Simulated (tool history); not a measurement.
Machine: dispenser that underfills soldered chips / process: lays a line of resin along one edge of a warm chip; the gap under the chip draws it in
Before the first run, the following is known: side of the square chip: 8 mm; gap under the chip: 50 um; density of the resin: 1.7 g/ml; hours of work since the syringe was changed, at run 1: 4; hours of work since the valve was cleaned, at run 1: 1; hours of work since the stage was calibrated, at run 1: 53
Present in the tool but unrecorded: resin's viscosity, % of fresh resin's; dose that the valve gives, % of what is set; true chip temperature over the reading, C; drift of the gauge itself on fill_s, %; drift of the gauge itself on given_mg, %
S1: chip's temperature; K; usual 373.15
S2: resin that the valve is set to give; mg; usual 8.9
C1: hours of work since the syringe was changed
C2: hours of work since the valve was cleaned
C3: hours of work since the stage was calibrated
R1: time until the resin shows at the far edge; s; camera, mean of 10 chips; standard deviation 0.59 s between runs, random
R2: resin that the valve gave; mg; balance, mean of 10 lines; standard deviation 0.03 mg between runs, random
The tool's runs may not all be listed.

run   hour      S1     S2  C1  C2   C3    R1     R2
  1      0  373.15    8.9   4   1   53  65.2   8.88
       2.7  -- new syringe of resin
  2    6.2  373.15    8.9   2   5   57    60   8.83
        11  -- new syringe of resin
  3   11.4  373.15   9.36   0   8   60  51.7   9.28
      19.1  -- new syringe of resin
  4     20  385.15    8.9   1  14   66  36.4   8.83
      27.2  -- new syringe of resin
  5   28.3  385.15    8.9   1  19   71  37.8    8.8
  6   34.8  385.15    8.9   5  23   75    49    8.8
      35.8  -- new syringe of resin
      43.8  -- new syringe of resin
  7   43.8  385.15    8.9   0  29   81  34.2    8.8
      51.9  -- new syringe of resin
  8   53.2  373.15  10.18   1  35   86  52.6  10.01
  9   58.6  376.15    8.9   4  38   90  61.2   8.73
      59.9  -- new syringe of resin
 10   64.4  376.15    8.9   3  42   94    56   8.69
        68  -- new syringe of resin
 11   71.1  373.15    8.9   2  46   98  59.1   8.71
      76.1  -- new syringe of resin
 12   78.8  369.15   8.06   2  51  103  66.5   7.92
      84.6  -- new syringe of resin
 13     87  369.15   8.06   2  56  108  64.7   7.83
 14   91.4  363.15  10.29   4  59  111  91.7  10.01
      92.7  -- new syringe of resin
 15   98.6  363.15  10.29   4  63  115  90.4   9.96
     101.2  -- new syringe of resin
 16  106.8  366.15   10.7   4  68  120  79.7  10.38
     109.3  -- new syringe of resin
 17  116.3  368.15   7.86   5  74  126  83.5   7.64
     117.6  -- new syringe of resin
 18  121.1  365.15     10   2  77  129  77.1    9.7
     126.3  -- new syringe of resin
 19  126.8  366.15   9.09   0  81  133  64.4   8.72
 20  131.2  366.15   9.09   3  84  136  78.9   8.77
     134.6  -- new syringe of resin
 21  135.7  372.15   9.87   1  86  138  54.9   9.51
     142.6  -- new syringe of resin
 22  143.1  377.15  11.51   0  91  143  44.6  11.03

Consider 5 possible next runs. They are alternatives, not a sequence: every one starts from the tool as it was left by run 22. What does each give?
     148.2  -- dispensing valve cleaned and set on the balance
  A  150.1  362.15    8.9   4   1  147   ?   ?
     148.2  -- dispensing valve cleaned and set on the balance
  B  150.1  366.15   9.33   4   1  147   ?   ?
     148.2  -- dispensing valve cleaned and set on the balance
  C  150.1  373.15  10.36   4   1  147   ?   ?
     148.2  -- dispensing valve cleaned and set on the balance
  D  150.1  359.15    8.9   4   1  147   ?   ?
     148.2  -- dispensing valve cleaned and set on the balance
  E  150.1  387.15   7.77   4   1  147   ?   ?

run     R1     R2
  A   95.5   8.87
  B   80.5   9.34
  C   65.8  10.34
  D  105.7   8.88
  E     45   7.68
The same runs, with their run-to-run variation unchanged, on a tool lacking any hidden condition would have given:
run    R1     R2
  A  73.2   8.88
  B  61.6   9.35
  C  50.5  10.35
  D  81.1   8.88
  E  34.6   7.69

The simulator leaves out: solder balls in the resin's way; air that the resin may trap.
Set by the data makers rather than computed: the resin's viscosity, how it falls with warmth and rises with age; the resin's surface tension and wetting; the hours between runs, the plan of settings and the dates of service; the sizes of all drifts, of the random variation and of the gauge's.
